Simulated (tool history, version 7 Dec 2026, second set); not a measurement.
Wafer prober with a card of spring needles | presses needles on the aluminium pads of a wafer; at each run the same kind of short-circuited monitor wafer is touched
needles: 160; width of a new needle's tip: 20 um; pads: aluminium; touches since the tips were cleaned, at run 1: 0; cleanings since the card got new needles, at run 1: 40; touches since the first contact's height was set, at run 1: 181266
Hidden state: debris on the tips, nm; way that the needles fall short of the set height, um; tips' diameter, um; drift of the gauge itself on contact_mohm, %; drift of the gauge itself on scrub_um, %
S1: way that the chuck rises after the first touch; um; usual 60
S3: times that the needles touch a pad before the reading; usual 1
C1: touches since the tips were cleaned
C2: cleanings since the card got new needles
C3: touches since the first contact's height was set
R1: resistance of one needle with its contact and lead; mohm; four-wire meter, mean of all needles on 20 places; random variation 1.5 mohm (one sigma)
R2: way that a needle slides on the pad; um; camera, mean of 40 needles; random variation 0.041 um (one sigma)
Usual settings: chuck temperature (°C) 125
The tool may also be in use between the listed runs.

{"run": 1, "hour": 0.0, "S1": 60, "chuck temperature (°C)": 125, "S3": 1, "C1": 0, "C2": 40, "C3": 181266, "R1": 149, "R2": 14.27}
{"hour": 12.9, "done": "tips cleaned on abrasive film"}
{"hour": 27.2, "done": "tips cleaned on abrasive film"}
{"run": 2, "hour": 27.2, "S1": 60, "chuck temperature (°C)": 125, "S3": 1, "C1": 0, "C2": 42, "C3": 200382, "R1": 151, "R2": 14.27}
{"hour": 39.7, "done": "tips cleaned on abrasive film"}
{"run": 3, "hour": 41.0, "S1": 60, "chuck temperature (°C)": 125, "S3": 1, "C1": 903, "C2": 43, "C3": 210092, "R1": 167, "R2": 14.19}
{"hour": 43.3, "done": "height of the first contact set anew"}
{"hour": 51.8, "done": "tips cleaned on abrasive film"}
{"hour": 65.6, "done": "tips cleaned on abrasive film"}
{"run": 4, "hour": 67.2, "S1": 60, "chuck temperature (°C)": 29, "S3": 1, "C1": 1115, "C2": 45, "C3": 16755, "R1": 165, "R2": 14.09}
{"hour": 78.3, "done": "tips cleaned on abrasive film"}
{"hour": 90.4, "done": "tips cleaned on abrasive film"}
{"run": 5, "hour": 91.4, "S1": 60, "chuck temperature (°C)": 125, "S3": 1, "C1": 710, "C2": 47, "C3": 33795, "R1": 170, "R2": 14.06}
{"hour": 103.9, "done": "tips cleaned on abrasive film"}
{"hour": 117.1, "done": "tips cleaned on abrasive film"}
{"run": 6, "hour": 123.3, "S1": 60, "chuck temperature (°C)": 125, "S3": 1, "C1": 4414, "C2": 49, "C3": 56273, "R1": 212, "R2": 13.96}
{"hour": 131.0, "done": "tips cleaned on abrasive film"}
{"run": 7, "hour": 139.0, "S1": 58, "chuck temperature (°C)": 125, "S3": 1, "C1": 5699, "C2": 50, "C3": 67305, "R1": 233, "R2": 13.5}
{"hour": 143.1, "done": "tips cleaned on abrasive film"}
{"run": 8, "hour": 154.3, "S1": 60, "chuck temperature (°C)": 47, "S3": 1, "C1": 7906, "C2": 51, "C3": 78068, "R1": 237, "R2": 13.9}
{"hour": 156.9, "done": "tips cleaned on abrasive film"}
{"hour": 169.7, "done": "tips cleaned on abrasive film"}
{"run": 9, "hour": 178.4, "S1": 60, "chuck temperature (°C)": 47, "S3": 1, "C1": 6137, "C2": 53, "C3": 94997, "R1": 232, "R2": 13.9}
{"hour": 183.1, "done": "tips cleaned on abrasive film"}
{"hour": 196.4, "done": "tips cleaned on abrasive film"}
{"run": 10, "hour": 199.2, "S1": 60, "chuck temperature (°C)": 47, "S3": 1, "C1": 1932, "C2": 55, "C3": 109566, "R1": 193, "R2": 13.87}
{"hour": 208.8, "done": "tips cleaned on abrasive film"}
{"hour": 220.2, "done": "height of the first contact set anew, once more"}
{"hour": 222.1, "done": "tips cleaned on abrasive film"}
{"run": 11, "hour": 230.5, "S1": 49, "chuck temperature (°C)": 125, "S3": 3, "C1": 5928, "C2": 57, "C3": 7225, "R1": 184, "R2": 12}
{"hour": 234.6, "done": "tips cleaned on abrasive film"}
{"hour": 246.7, "done": "tips cleaned on abrasive film"}
{"hour": 259.2, "done": "tips cleaned on abrasive film"}
{"run": 12, "hour": 264.0, "S1": 50, "chuck temperature (°C)": 125, "S3": 2, "C1": 3381, "C2": 60, "C3": 30738, "R1": 193, "R2": 12.09}
{"hour": 271.3, "done": "tips cleaned on abrasive film"}
{"hour": 283.4, "done": "tips cleaned on abrasive film"}
{"run": 13, "hour": 284.1, "S1": 75, "chuck temperature (°C)": 29, "S3": 2, "C1": 488, "C2": 62, "C3": 44827, "R1": 134, "R2": 18.16}
{"hour": 296.3, "done": "tips cleaned on abrasive film"}
{"hour": 309.3, "done": "tips cleaned on abrasive film"}
{"run": 14, "hour": 317.3, "S1": 56, "chuck temperature (°C)": 29, "S3": 1, "C1": 5641, "C2": 64, "C3": 68231, "R1": 239, "R2": 13.47}

Forecast each of these 3 alternatives for the next run:
{"hour": 322.3, "done": "tips cleaned on abrasive film"}
{"hour": 334.2, "done": "tips cleaned on abrasive film"}
{"run": "A", "hour": 336.6, "S1": 68, "chuck temperature (°C)": 104, "S3": 1, "C1": 1735, "C2": 66, "C3": 81797, "R1": "?", "R2": "?"}
{"hour": 322.3, "done": "tips cleaned on abrasive film"}
{"hour": 334.2, "done": "tips cleaned on abrasive film"}
{"run": "B", "hour": 336.6, "S1": 66, "chuck temperature (°C)": 125, "S3": 1, "C1": 1735, "C2": 66, "C3": 81797, "R1": "?", "R2": "?"}
{"hour": 322.3, "done": "tips cleaned on abrasive film"}
{"hour": 334.2, "done": "tips cleaned on abrasive film"}
{"run": "C", "hour": 336.6, "S1": 56, "chuck temperature (°C)": 29, "S3": 2, "C1": 1735, "C2": 66, "C3": 81797, "R1": "?", "R2": "?"}

run=A R1=178 R2=16.37
run=B R1=182 R2=15.88
run=C R1=170 R2=13.4
Without the tool's hidden state the same runs would have given:
run=A R1=137 R2=16.6
run=B R1=140 R2=16.11
run=C R1=130 R2=13.63
